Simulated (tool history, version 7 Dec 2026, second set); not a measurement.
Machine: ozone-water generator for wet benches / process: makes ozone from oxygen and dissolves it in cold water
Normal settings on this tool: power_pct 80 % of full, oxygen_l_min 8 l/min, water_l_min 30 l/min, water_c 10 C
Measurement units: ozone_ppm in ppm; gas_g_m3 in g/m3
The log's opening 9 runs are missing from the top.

{"run": 10, "day": 49.858, "power_pct": 80, "oxygen_l_min": 8, "water_l_min": 30, "water_c": 6, "ozone_ppm": 25.9, "gas_g_m3": 186.9}
{"run": 11, "day": 55.288, "power_pct": 80, "oxygen_l_min": 8, "water_l_min": 30, "water_c": 10, "ozone_ppm": 24.5, "gas_g_m3": 184}
{"run": 12, "day": 62.4, "power_pct": 80, "oxygen_l_min": 8, "water_l_min": 30, "water_c": 10, "ozone_ppm": 24.6, "gas_g_m3": 187}
{"run": 13, "day": 68.392, "power_pct": 80, "oxygen_l_min": 8, "water_l_min": 30, "water_c": 10, "ozone_ppm": 24.8, "gas_g_m3": 188.2}
{"run": 14, "day": 73.108, "power_pct": 80, "oxygen_l_min": 8, "water_l_min": 30, "water_c": 10, "ozone_ppm": 24.4, "gas_g_m3": 185.2}
{"run": 15, "day": 79.05, "power_pct": 80, "oxygen_l_min": 8, "water_l_min": 30, "water_c": 10, "ozone_ppm": 24.7, "gas_g_m3": 187}
{"run": 16, "day": 86.488, "power_pct": 80, "oxygen_l_min": 8, "water_l_min": 30, "water_c": 10, "ozone_ppm": 24.7, "gas_g_m3": 187.2}
{"run": 17, "day": 90.792, "power_pct": 96, "oxygen_l_min": 13.38, "water_l_min": 30, "water_c": 6, "ozone_ppm": 34.7, "gas_g_m3": 189.1}
{"run": 18, "day": 98.046, "power_pct": 96, "oxygen_l_min": 13.38, "water_l_min": 30, "water_c": 6, "ozone_ppm": 34.9, "gas_g_m3": 187.5}
{"day": 103.758, "done": "gauge calibrated"}
{"run": 19, "day": 103.758, "power_pct": 96, "oxygen_l_min": 13.38, "water_l_min": 30, "water_c": 6, "ozone_ppm": 35.3, "gas_g_m3": 180.9}
{"run": 20, "day": 110.646, "power_pct": 80, "oxygen_l_min": 4.04, "water_l_min": 30, "water_c": 17, "ozone_ppm": 17.7, "gas_g_m3": 227.3}
{"run": 21, "day": 117.621, "power_pct": 80, "oxygen_l_min": 4.04, "water_l_min": 30, "water_c": 17, "ozone_ppm": 18.2, "gas_g_m3": 227.1}
{"run": 22, "day": 124.825, "power_pct": 80, "oxygen_l_min": 4.04, "water_l_min": 30, "water_c": 17, "ozone_ppm": 18, "gas_g_m3": 227}
{"run": 23, "day": 131.938, "power_pct": 51, "oxygen_l_min": 5.2, "water_l_min": 30, "water_c": 15, "ozone_ppm": 13.5, "gas_g_m3": 141.7}
{"run": 24, "day": 138.408, "power_pct": 92, "oxygen_l_min": 13.71, "water_l_min": 27, "water_c": 15, "ozone_ppm": 30.8, "gas_g_m3": 175.2}
{"run": 25, "day": 144.533, "power_pct": 51, "oxygen_l_min": 9.37, "water_l_min": 30, "water_c": 10, "ozone_ppm": 16.8, "gas_g_m3": 115.9}
{"run": 26, "day": 147.675, "power_pct": 51, "oxygen_l_min": 9.37, "water_l_min": 30, "water_c": 10, "ozone_ppm": 17.1, "gas_g_m3": 119.2}
{"run": 27, "day": 151.95, "power_pct": 80, "oxygen_l_min": 8, "water_l_min": 30, "water_c": 8, "ozone_ppm": 24.9, "gas_g_m3": 184.5}
{"run": 28, "day": 159.138, "power_pct": 80, "oxygen_l_min": 4.03, "water_l_min": 30, "water_c": 5, "ozone_ppm": 19.8, "gas_g_m3": 231.1}
{"run": 29, "day": 163.471, "power_pct": 80, "oxygen_l_min": 5.95, "water_l_min": 27, "water_c": 13, "ozone_ppm": 23.8, "gas_g_m3": 203.8}
{"run": 30, "day": 170.696, "power_pct": 80, "oxygen_l_min": 5.95, "water_l_min": 27, "water_c": 13, "ozone_ppm": 23.7, "gas_g_m3": 202.5}
{"day": 171.392, "done": "contactor cleaned"}
{"run": 31, "day": 175.004, "power_pct": 45, "oxygen_l_min": 4.26, "water_l_min": 20, "water_c": 15, "ozone_ppm": 15.8, "gas_g_m3": 134.9}
{"run": 32, "day": 181.538, "power_pct": 91, "oxygen_l_min": 8, "water_l_min": 39, "water_c": 9, "ozone_ppm": 22.2, "gas_g_m3": 209.1}

Forecast each of these 3 alternatives for the next run:
{"run": "A", "day": 186.45, "power_pct": 80, "oxygen_l_min": 8, "water_l_min": 30, "water_c": 9, "ozone_ppm": "?", "gas_g_m3": "?"}
{"run": "B", "day": 186.45, "power_pct": 95, "oxygen_l_min": 8, "water_l_min": 39, "water_c": 11, "ozone_ppm": "?", "gas_g_m3": "?"}
{"run": "C", "day": 186.45, "power_pct": 80, "oxygen_l_min": 8, "water_l_min": 28, "water_c": 10, "ozone_ppm": "?", "gas_g_m3": "?"}

run=A ozone_ppm=24.9 gas_g_m3=187.5
run=B ozone_ppm=22.8 gas_g_m3=218.4
run=C ozone_ppm=25.8 gas_g_m3=186
The same runs, with their run-to-run variation unchanged, on a tool lacking any hidden condition would have given:
run=A ozone_ppm=25 gas_g_m3=183.5
run=B ozone_ppm=22.8 gas_g_m3=213.8
run=C ozone_ppm=25.9 gas_g_m3=182.1
